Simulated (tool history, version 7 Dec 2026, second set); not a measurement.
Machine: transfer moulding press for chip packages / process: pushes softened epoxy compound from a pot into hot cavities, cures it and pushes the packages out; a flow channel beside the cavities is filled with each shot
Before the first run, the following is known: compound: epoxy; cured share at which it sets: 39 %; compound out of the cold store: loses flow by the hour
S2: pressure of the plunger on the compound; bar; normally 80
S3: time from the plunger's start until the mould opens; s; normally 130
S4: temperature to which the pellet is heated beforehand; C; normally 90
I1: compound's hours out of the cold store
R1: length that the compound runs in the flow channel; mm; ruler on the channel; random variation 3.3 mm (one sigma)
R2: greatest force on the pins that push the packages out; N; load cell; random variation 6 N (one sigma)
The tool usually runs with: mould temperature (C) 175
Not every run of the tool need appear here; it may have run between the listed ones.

run 1 hour=0 | mould_temperature_(C)=175 S2=80 S3=130 S4=90 | I1=13.4 | R1=696 R2=445
run 2 hour=7.1 | mould_temperature_(C)=175 S2=80 S3=130 S4=90 | I1=39 | R1=630 R2=447
run 3 hour=17.6 | mould_temperature_(C)=175 S2=80 S3=130 S4=90 | I1=22.7 | R1=662 R2=458
run 4 hour=27.8 | mould_temperature_(C)=175 S2=80 S3=130 S4=90 | I1=14.5 | R1=683 R2=473
-- hour=36 cavities cleaned with cleaning compound and waxed
run 5 hour=39.8 | mould_temperature_(C)=175 S2=80 S3=130 S4=90 | I1=28.4 | R1=650 R2=263
run 6 hour=48.6 | mould_temperature_(C)=175 S2=80 S3=130 S4=90 | I1=25.7 | R1=661 R2=317
run 7 hour=59.4 | mould_temperature_(C)=175 S2=80 S3=130 S4=90 | I1=46.9 | R1=605 R2=342
run 8 hour=64.6 | mould_temperature_(C)=175 S2=80 S3=130 S4=90 | I1=25.8 | R1=651 R2=373
run 9 hour=72.8 | mould_temperature_(C)=175 S2=80 S3=130 S4=90 | I1=30.1 | R1=640 R2=392
run 10 hour=78.3 | mould_temperature_(C)=175 S2=80 S3=130 S4=90 | I1=14 | R1=682 R2=423
run 11 hour=86.3 | mould_temperature_(C)=175 S2=80 S3=130 S4=83 | I1=25.3 | R1=652 R2=421
run 12 hour=93 | mould_temperature_(C)=175 S2=80 S3=130 S4=83 | I1=45.2 | R1=608 R2=419
run 13 hour=102.5 | mould_temperature_(C)=175 S2=80 S3=130 S4=90 | I1=43.2 | R1=607 R2=460
run 14 hour=109.5 | mould_temperature_(C)=175 S2=80 S3=130 S4=90 | I1=37.6 | R1=619 R2=427
run 15 hour=113.9 | mould_temperature_(C)=175 S2=80 S3=130 S4=88 | I1=32.4 | R1=633 R2=470
run 16 hour=119.3 | mould_temperature_(C)=175 S2=94.2 S3=116 S4=90 | I1=33.8 | R1=674 R2=515
-- hour=121.6 cavities cleaned with cleaning compound and waxed
run 17 hour=126.5 | mould_temperature_(C)=175 S2=94.2 S3=116 S4=90 | I1=41.7 | R1=661 R2=298
run 18 hour=131 | mould_temperature_(C)=175 S2=94.2 S3=116 S4=90 | I1=30 | R1=692 R2=346
run 19 hour=139.9 | mould_temperature_(C)=175 S2=94.2 S3=116 S4=90 | I1=13.1 | R1=742 R2=397
run 20 hour=148 | mould_temperature_(C)=170 S2=80 S3=130 S4=90 | I1=9.3 | R1=702 R2=490
run 21 hour=154.9 | mould_temperature_(C)=170 S2=80 S3=130 S4=90 | I1=46.7 | R1=615 R2=482
run 22 hour=163.7 | mould_temperature_(C)=170 S2=83.9 S3=117 S4=96 | I1=41.4 | R1=637 R2=616
run 23 hour=169.3 | mould_temperature_(C)=175 S2=78.8 S3=114 S4=97 | I1=36.4 | R1=603 R2=482
run 24 hour=175 | mould_temperature_(C)=175 S2=78.8 S3=114 S4=97 | I1=8.7 | R1=676 R2=511
run 25 hour=181.5 | mould_temperature_(C)=176 S2=80 S3=130 S4=99 | I1=37.2 | R1=608 R2=418
run 26 hour=186.6 | mould_temperature_(C)=176 S2=71.6 S3=130 S4=99 | I1=40.4 | R1=565 R2=424
run 27 hour=193.3 | mould_temperature_(C)=176 S2=71.6 S3=130 S4=99 | I1=14.3 | R1=627 R2=439
run 28 hour=201.5 | mould_temperature_(C)=175 S2=80 S3=130 S4=92 | I1=40.8 | R1=604 R2=462

Branching from run 28: 3 alternative next runs. What would each branch give?
-- hour=207.2 cavities cleaned with cleaning compound and waxed
run A hour=208.1 | mould_temperature_(C)=175 S2=84.5 S3=130 S4=92 | I1=15.4 | R1=? R2=?
-- hour=207.2 cavities cleaned with cleaning compound and waxed
run B hour=208.1 | mould_temperature_(C)=175 S2=77.6 S3=130 S4=83 | I1=34.8 | R1=? R2=?
-- hour=207.2 cavities cleaned with cleaning compound and waxed
run C hour=208.1 | mould_temperature_(C)=180 S2=80 S3=159 S4=92 | I1=15.7 | R1=? R2=?

run=A R1=686 R2=251
run=B R1=607 R2=246
run=C R1=636 R2=212
With no hidden state in the tool, these same runs would have given:
run=A R1=751 R2=234
run=B R1=664 R2=229
run=C R1=697 R2=203
